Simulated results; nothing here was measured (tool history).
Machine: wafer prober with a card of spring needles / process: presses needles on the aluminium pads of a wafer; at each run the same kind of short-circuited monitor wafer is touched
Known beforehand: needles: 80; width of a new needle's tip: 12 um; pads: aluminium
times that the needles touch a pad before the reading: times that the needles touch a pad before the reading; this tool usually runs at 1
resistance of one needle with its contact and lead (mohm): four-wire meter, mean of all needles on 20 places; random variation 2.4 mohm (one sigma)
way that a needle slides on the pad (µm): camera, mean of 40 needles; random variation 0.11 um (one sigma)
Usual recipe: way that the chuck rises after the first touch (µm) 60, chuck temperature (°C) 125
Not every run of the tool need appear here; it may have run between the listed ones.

run	hour	way that the chuck rises after the first touch (µm)	chuck temperature (°C)	times that the needles touch a pad before the reading	resistance of one needle with its contact and lead (mohm)	way that a needle slides on the pad (µm)
1	0	60	125	1	269	12.11
# hour 1.6: tips cleaned on abrasive film
# hour 8: tips cleaned on abrasive film
# hour 15.8: tips cleaned on abrasive film
# hour 23.7: tips cleaned on abrasive film
2	24.3	60	125	1	270	12.21
# hour 30.6: tips cleaned on abrasive film
# hour 38.4: tips cleaned on abrasive film
# hour 46.3: tips cleaned on abrasive film
# hour 52.6: tips cleaned on abrasive film
# hour 60.4: tips cleaned on abrasive film
3	61.2	60	125	3	266	12.17
# hour 67.5: tips cleaned on abrasive film
# hour 73.8: tips cleaned on abrasive film
# hour 81.6: tips cleaned on abrasive film
# hour 89.5: tips cleaned on abrasive film
4	92.5	60	125	3	271	12
# hour 97.2: tips cleaned on abrasive film
# hour 105.1: tips cleaned on abrasive film
# hour 113: tips cleaned on abrasive film
5	115.4	60	125	3	269	12.32
# hour 120.2: tips cleaned on abrasive film
# hour 126.5: tips cleaned on abrasive film
# hour 134.4: tips cleaned on abrasive film
6	136.3	60	36	1	241	12.03
# hour 141.1: tips cleaned on abrasive film
# hour 148.9: tips cleaned on abrasive film
# hour 156.8: tips cleaned on abrasive film
# hour 163.6: tips cleaned on abrasive film
7	163.6	60	36	1	242	12.13
# hour 171.4: tips cleaned on abrasive film
# hour 179.3: tips cleaned on abrasive film
# hour 187.1: tips cleaned on abrasive film
# hour 195: tips cleaned on abrasive film
8	200.3	60	36	2	244	11.94
# hour 201.9: tips cleaned on abrasive film
# hour 209.8: tips cleaned on abrasive film
# hour 217.7: tips cleaned on abrasive film
# hour 225.5: tips cleaned on abrasive film
9	230.2	60	36	2	246	12.23
# hour 233.4: tips cleaned on abrasive film
# hour 239.9: height of the first contact set anew
# hour 241.5: tips cleaned on abrasive film
# hour 249.4: tips cleaned on abrasive film
# hour 255.7: tips cleaned on abrasive film
# hour 263.1: tips cleaned on abrasive film
10	263.1	60	36	2	242	11.9
# hour 271: tips cleaned on abrasive film
# hour 278.8: tips cleaned on abrasive film
# hour 286.7: tips cleaned on abrasive film
11	292.7	60	125	1	272	12.09
# hour 294.3: tips cleaned on abrasive film
# hour 302.2: tips cleaned on abrasive film
# hour 310: tips cleaned on abrasive film
# hour 316.3: tips cleaned on abrasive film
12	318.7	60	125	1	272	12.2
# hour 323.4: tips cleaned on abrasive film
# hour 331.3: tips cleaned on abrasive film
# hour 339.2: tips cleaned on abrasive film
13	339.5	41	125	1	272	8.3
# hour 345.8: tips cleaned on abrasive film
# hour 352.1: tips cleaned on abrasive film
# hour 360: tips cleaned on abrasive film
# hour 367.9: tips cleaned on abrasive film
# hour 374.2: tips cleaned on abrasive film
14	376.2	41	125	1	271	8.16
# hour 380.9: tips cleaned on abrasive film
# hour 388.8: tips cleaned on abrasive film
# hour 395.1: tips cleaned on abrasive film
15	398.4	41	125	1	266	8.32
# hour 401.6: tips cleaned on abrasive film
# hour 407.9: tips cleaned on abrasive film
# hour 415.8: tips cleaned on abrasive film
# hour 423.6: tips cleaned on abrasive film
16	428.8	52	125	1	270	10.59
# hour 430.4: tips cleaned on abrasive film
# hour 438.3: tips cleaned on abrasive film
# hour 444.6: tips cleaned on abrasive film
# hour 452.4: tips cleaned on abrasive film
# hour 458.7: tips cleaned on abrasive film
17	461.8	60	125	2	267	12.14
# hour 466.6: tips cleaned on abrasive film
# hour 474.4: tips cleaned on abrasive film
# hour 482.3: tips cleaned on abrasive film
# hour 490.1: tips cleaned on abrasive film
18	493.6	52	33	1	243	10.36
# hour 496.8: tips cleaned on abrasive film
# hour 503.1: tips cleaned on abrasive film
# hour 510.9: tips cleaned on abrasive film
# hour 518.8: tips cleaned on abrasive film
# hour 525.1: tips cleaned on abrasive film
19	530.7	74	75	1	254	14.99
# hour 532.3: tips cleaned on abrasive film
# hour 538.6: tips cleaned on abrasive film
# hour 546.5: tips cleaned on abrasive film
# hour 554.3: tips cleaned on abrasive film
# hour 562.2: tips cleaned on abrasive film
20	563.2	44	57	1	248	8.87
# hour 568.2: height of the first contact set anew
# hour 569.8: tips cleaned on abrasive film
# hour 577.7: tips cleaned on abrasive film
# hour 584: tips cleaned on abrasive film
21	588.3	60	125	2	267	12.21
# hour 591.5: tips cleaned on abrasive film
# hour 597.8: tips cleaned on abrasive film
# hour 605.7: tips cleaned on abrasive film
22	609.4	63	117	2	261	12.71
# hour 612.6: tips cleaned on abrasive film
# hour 620.5: tips cleaned on abrasive film
# hour 626.8: tips cleaned on abrasive film
23	631.9	59	117	2	265	11.97
# hour 633.5: tips cleaned on abrasive film
# hour 641.4: tips cleaned on abrasive film
# hour 649.2: tips cleaned on abrasive film
# hour 657.1: tips cleaned on abrasive film
# hour 663.4: tips cleaned on abrasive film
# hour 671.3: tips cleaned on abrasive film
# hour 677.6: tips cleaned on abrasive film
24	679	59	117	2	268	11.95
# hour 685.3: tips cleaned on abrasive film
# hour 691.6: tips cleaned on abrasive film
# hour 699.5: tips cleaned on abrasive film
25	702.3	59	117	2	265	11.93

Predict each of these 4 candidate next runs independently; none follows another, all start after run 25:
# hour 707.1: tips cleaned on abrasive film
# hour 715: tips cleaned on abrasive film
# hour 722.8: tips cleaned on abrasive film
# hour 730.7: tips cleaned on abrasive film
A	734.3	60	55	3	?	?
# hour 707.1: tips cleaned on abrasive film
# hour 715: tips cleaned on abrasive film
# hour 722.8: tips cleaned on abrasive film
# hour 730.7: tips cleaned on abrasive film
B	734.3	58	51	2	?	?
# hour 707.1: tips cleaned on abrasive film
# hour 715: tips cleaned on abrasive film
# hour 722.8: tips cleaned on abrasive film
# hour 730.7: tips cleaned on abrasive film
C	734.3	54	117	2	?	?
# hour 707.1: tips cleaned on abrasive film
# hour 715: tips cleaned on abrasive film
# hour 722.8: tips cleaned on abrasive film
# hour 730.7: tips cleaned on abrasive film
D	734.3	48	117	2	?	?

run	resistance of one needle with its contact and lead (mohm)	way that a needle slides on the pad (µm)
A	252	12.13
B	249	11.67
C	266	10.96
D	266	9.66
Without the tool's unlogged condition, the same runs would have read:
run	resistance of one needle with its contact and lead (mohm)	way that a needle slides on the pad (µm)
A	251	12.14
B	249	11.68
C	265	10.97
D	265	9.66
